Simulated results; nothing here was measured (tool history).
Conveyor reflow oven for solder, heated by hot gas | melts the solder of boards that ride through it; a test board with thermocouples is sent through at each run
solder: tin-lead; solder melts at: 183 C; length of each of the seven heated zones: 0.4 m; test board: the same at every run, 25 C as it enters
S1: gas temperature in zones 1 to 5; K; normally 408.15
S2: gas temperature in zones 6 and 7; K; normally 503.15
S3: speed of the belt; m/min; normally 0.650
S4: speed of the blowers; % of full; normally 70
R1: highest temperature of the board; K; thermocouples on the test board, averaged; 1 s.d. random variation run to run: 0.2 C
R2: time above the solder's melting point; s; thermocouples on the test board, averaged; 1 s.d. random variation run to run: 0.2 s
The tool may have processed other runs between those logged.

run,day,S1,S2,S3,S4,R1,R2
1,0.000,408.15,503.15,0.650,70,482.15,46.4
2,0.442,408.15,503.15,0.650,70,481.75,46.1
3,0.746,408.15,499.15,0.650,70,478.35,42.4
4,1.158,408.15,503.15,0.650,70,481.65,46.3
5,1.479,408.15,503.15,0.650,70,481.75,45.9
6,1.842,408.15,503.15,0.650,70,481.65,45.8
7,2.217,408.15,503.15,0.650,70,481.55,46.1
8,2.571,408.15,503.15,0.650,70,481.45,45.8
9,3.229,408.15,503.15,0.650,70,480.95,45.4
10,3.621,408.15,503.15,0.650,70,481.05,45.4
11,4.317,408.15,503.15,0.650,70,481.15,45.4
12,4.704,408.15,503.15,0.650,70,480.85,45.4
13,5.112,408.15,503.15,0.581,70,484.75,56.1
# day 5.462: flux residue cleaned out of gas plates and filters
14,5.892,408.15,503.15,0.650,70,484.55,49.4
15,6.479,408.15,503.15,0.729,70,480.55,39.8
16,7.025,408.15,503.15,0.729,70,480.35,39.6
17,7.467,408.15,514.15,0.700,51,486.25,46.0
18,7.792,408.15,516.15,0.687,79,495.25,54.4
19,8.392,402.15,503.15,0.614,70,485.15,51.1
20,8.888,402.15,503.15,0.692,69,480.65,40.6
21,9.338,418.15,503.15,0.650,70,485.85,54.6
22,9.862,418.15,503.15,0.650,70,485.55,54.2
23,10.383,418.15,503.15,0.650,70,485.85,54.3
24,11.038,418.15,503.15,0.650,70,486.25,54.4
25,11.638,408.15,498.15,0.557,65,482.95,57.5
26,12.158,408.15,498.15,0.557,65,483.05,57.4
27,12.746,408.15,503.15,0.576,55,484.35,56.5
28,13.383,422.15,497.15,0.650,70,481.25,51.4
29,13.788,422.15,497.15,0.650,84,482.55,54.2
30,14.483,407.15,497.15,0.650,56,475.05,38.1
31,14.800,407.15,497.15,0.650,56,475.15,38.5

Results for each run, recomputed without the tool's hidden state and with each run's random variation untouched:
The tool's hidden condition here consists of: heat that the gas passes to the board, % of a clean oven's; belt's true speed, % of the reading; true gas temperature in zones 6 and 7 over the reading, C; drift of the gauge itself on peak_c, C; drift of the gauge itself on liquid_s, %.
run,R1,R2
1,486.05,50.5
2,485.65,50.3
3,482.25,47.1
4,485.65,50.6
5,485.85,50.3
6,485.75,50.3
7,485.75,50.6
8,485.75,50.4
9,485.35,50.2
10,485.45,50.3
11,485.75,50.3
12,485.45,50.5
13,489.05,60.6
14,485.75,50.1
15,481.65,40.6
16,481.65,40.5
17,487.45,46.8
18,496.65,55.1
19,486.65,52.3
20,482.15,42.0
21,487.45,55.7
22,487.25,55.4
23,487.55,55.6
24,488.05,55.8
25,484.85,59.3
26,485.05,59.3
27,486.35,58.3
28,483.35,53.3
29,484.75,56.1
30,477.35,40.9
31,477.45,41.4

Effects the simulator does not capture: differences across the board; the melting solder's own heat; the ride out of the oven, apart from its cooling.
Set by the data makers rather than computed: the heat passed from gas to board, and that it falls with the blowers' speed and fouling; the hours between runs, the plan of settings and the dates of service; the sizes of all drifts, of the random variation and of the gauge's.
